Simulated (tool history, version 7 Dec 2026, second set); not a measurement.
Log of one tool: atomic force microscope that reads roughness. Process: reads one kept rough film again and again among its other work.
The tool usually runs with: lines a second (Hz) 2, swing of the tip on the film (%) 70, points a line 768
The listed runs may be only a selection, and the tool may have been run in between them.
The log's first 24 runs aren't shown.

run	hour	lines a second (Hz)	swing of the tip on the film (%)	points a line	pictures with this tip	hours of work since the height scale was calibrated	roughness of the kept film (nm (root mean square))
25	278.3	1.26	67	269	254	28	2.221
26	294.6	1.26	82	793	273	39	2.099
27	311.4	1.55	76	768	291	49	2.06
28	319.5	1.67	70	508	300	54	2.066
29	329.5	0.61	70	508	312	61	2.098
# hour 334.8: new tip fitted
30	339.2	0.61	70	508	5	66	3.89
31	351.4	0.61	77	508	18	74	3.72
32	364.4	2.27	72	467	33	82	3.347
33	379.8	2.27	72	467	50	92	3.205
34	389.9	2	72	768	61	99	3.167
35	401.3	2.84	72	768	74	106	2.955
36	408.7	1.86	78	551	82	111	2.925
37	421.2	1.01	70	645	96	118	3.048
38	431.6	1.01	70	645	108	125	2.963
39	446.6	0.54	70	645	124	135	2.921

Forecast each of these 3 alternatives for the next run:
A	456.4	2	77	519	135	141	?
B	456.4	1.03	73	267	135	141	?
C	456.4	2.06	70	596	135	141	?

run	roughness of the kept film (nm (root mean square))
A	2.6
B	2.716
C	2.693
What these runs would have given with no unlogged condition in the tool:
run	roughness of the kept film (nm (root mean square))
A	3.713
B	3.879
C	3.848

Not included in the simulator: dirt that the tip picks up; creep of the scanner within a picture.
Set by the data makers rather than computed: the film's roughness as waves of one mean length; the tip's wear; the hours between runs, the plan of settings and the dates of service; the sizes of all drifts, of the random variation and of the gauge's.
